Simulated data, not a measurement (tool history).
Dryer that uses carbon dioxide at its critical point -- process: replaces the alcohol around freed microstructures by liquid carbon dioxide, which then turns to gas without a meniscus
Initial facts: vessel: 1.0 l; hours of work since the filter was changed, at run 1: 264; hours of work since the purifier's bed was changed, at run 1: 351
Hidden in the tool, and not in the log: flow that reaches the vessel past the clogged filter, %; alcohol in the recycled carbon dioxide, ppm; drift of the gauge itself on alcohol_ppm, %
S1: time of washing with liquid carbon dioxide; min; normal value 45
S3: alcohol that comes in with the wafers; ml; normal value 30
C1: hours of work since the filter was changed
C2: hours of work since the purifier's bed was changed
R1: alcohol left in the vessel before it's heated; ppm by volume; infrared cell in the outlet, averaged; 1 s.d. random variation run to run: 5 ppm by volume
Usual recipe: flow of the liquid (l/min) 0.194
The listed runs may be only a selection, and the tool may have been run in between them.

{"run": 1, "hour": 0.0, "S1": 45, "flow of the liquid (l/min)": 0.194, "S3": 30, "C1": 264, "C2": 351, "R1": 125}
{"run": 2, "hour": 15.3, "S1": 45, "flow of the liquid (l/min)": 0.194, "S3": 30, "C1": 273, "C2": 360, "R1": 141}
{"run": 3, "hour": 29.5, "S1": 45, "flow of the liquid (l/min)": 0.194, "S3": 30, "C1": 281, "C2": 368, "R1": 130}
{"run": 4, "hour": 40.1, "S1": 45, "flow of the liquid (l/min)": 0.194, "S3": 30, "C1": 287, "C2": 374, "R1": 140}
{"run": 5, "hour": 50.4, "S1": 45, "flow of the liquid (l/min)": 0.194, "S3": 30, "C1": 293, "C2": 380, "R1": 128}
{"run": 6, "hour": 66.0, "S1": 31, "flow of the liquid (l/min)": 0.194, "S3": 30, "C1": 302, "C2": 389, "R1": 249}
{"hour": 68.1, "done": "inlet filter changed"}
{"run": 7, "hour": 77.5, "S1": 31, "flow of the liquid (l/min)": 0.194, "S3": 30, "C1": 5, "C2": 395, "R1": 203}
{"run": 8, "hour": 91.2, "S1": 45, "flow of the liquid (l/min)": 0.194, "S3": 30, "C1": 13, "C2": 402, "R1": 137}
{"run": 9, "hour": 99.9, "S1": 45, "flow of the liquid (l/min)": 0.194, "S3": 30, "C1": 18, "C2": 407, "R1": 140}
{"run": 10, "hour": 110.3, "S1": 45, "flow of the liquid (l/min)": 0.194, "S3": 30, "C1": 24, "C2": 413, "R1": 156}
{"run": 11, "hour": 117.1, "S1": 45, "flow of the liquid (l/min)": 0.194, "S3": 30, "C1": 28, "C2": 417, "R1": 154}
{"run": 12, "hour": 127.9, "S1": 45, "flow of the liquid (l/min)": 0.194, "S3": 30, "C1": 34, "C2": 423, "R1": 145}
{"run": 13, "hour": 142.0, "S1": 45, "flow of the liquid (l/min)": 0.194, "S3": 30, "C1": 42, "C2": 431, "R1": 162}
{"run": 14, "hour": 149.2, "S1": 45, "flow of the liquid (l/min)": 0.194, "S3": 30, "C1": 46, "C2": 435, "R1": 159}
{"run": 15, "hour": 161.1, "S1": 45, "flow of the liquid (l/min)": 0.194, "S3": 30, "C1": 53, "C2": 442, "R1": 153}
{"run": 16, "hour": 176.2, "S1": 45, "flow of the liquid (l/min)": 0.123, "S3": 30, "C1": 61, "C2": 451, "R1": 300}
{"run": 17, "hour": 184.3, "S1": 45, "flow of the liquid (l/min)": 0.159, "S3": 30, "C1": 66, "C2": 455, "R1": 180}
{"run": 18, "hour": 199.0, "S1": 45, "flow of the liquid (l/min)": 0.194, "S3": 30, "C1": 74, "C2": 463, "R1": 171}
{"run": 19, "hour": 205.7, "S1": 45, "flow of the liquid (l/min)": 0.194, "S3": 30, "C1": 78, "C2": 467, "R1": 164}
{"run": 20, "hour": 219.0, "S1": 45, "flow of the liquid (l/min)": 0.194, "S3": 30, "C1": 86, "C2": 475, "R1": 171}
{"run": 21, "hour": 234.2, "S1": 45, "flow of the liquid (l/min)": 0.194, "S3": 30, "C1": 94, "C2": 483, "R1": 164}
{"run": 22, "hour": 242.6, "S1": 45, "flow of the liquid (l/min)": 0.194, "S3": 30, "C1": 99, "C2": 488, "R1": 171}
{"run": 23, "hour": 252.5, "S1": 45, "flow of the liquid (l/min)": 0.194, "S3": 30, "C1": 105, "C2": 494, "R1": 169}
{"run": 24, "hour": 258.8, "S1": 45, "flow of the liquid (l/min)": 0.194, "S3": 30, "C1": 108, "C2": 497, "R1": 167}
{"run": 25, "hour": 274.2, "S1": 45, "flow of the liquid (l/min)": 0.194, "S3": 30, "C1": 117, "C2": 506, "R1": 181}
{"run": 26, "hour": 281.8, "S1": 31, "flow of the liquid (l/min)": 0.135, "S3": 30, "C1": 121, "C2": 510, "R1": 736}
{"run": 27, "hour": 290.8, "S1": 31, "flow of the liquid (l/min)": 0.135, "S3": 30, "C1": 126, "C2": 516, "R1": 734}
{"run": 28, "hour": 297.4, "S1": 39, "flow of the liquid (l/min)": 0.126, "S3": 30, "C1": 130, "C2": 519, "R1": 465}
{"run": 29, "hour": 312.0, "S1": 52, "flow of the liquid (l/min)": 0.253, "S3": 77, "C1": 138, "C2": 528, "R1": 179}
{"run": 30, "hour": 325.8, "S1": 33, "flow of the liquid (l/min)": 0.143, "S3": 103, "C1": 146, "C2": 535, "R1": 1367}
{"run": 31, "hour": 338.9, "S1": 45, "flow of the liquid (l/min)": 0.194, "S3": 32, "C1": 153, "C2": 543, "R1": 195}
{"run": 32, "hour": 350.2, "S1": 45, "flow of the liquid (l/min)": 0.13, "S3": 47, "C1": 160, "C2": 549, "R1": 380}
{"run": 33, "hour": 363.2, "S1": 45, "flow of the liquid (l/min)": 0.13, "S3": 47, "C1": 167, "C2": 557, "R1": 389}
{"run": 34, "hour": 373.6, "S1": 33, "flow of the liquid (l/min)": 0.294, "S3": 46, "C1": 173, "C2": 562, "R1": 199}
{"run": 35, "hour": 382.0, "S1": 48, "flow of the liquid (l/min)": 0.167, "S3": 26, "C1": 178, "C2": 567, "R1": 205}

Predict the results of run 36:
{"run": 36, "hour": 390.4, "S1": 48, "flow of the liquid (l/min)": 0.167, "S3": 36, "C1": 183, "C2": 572, "R1": "?"}

{"run 36": {"R1": 207}}
Take away the tool's hidden state, keep the run-to-run variation as it was, and the same run would have given R1 15 ppm by volume.
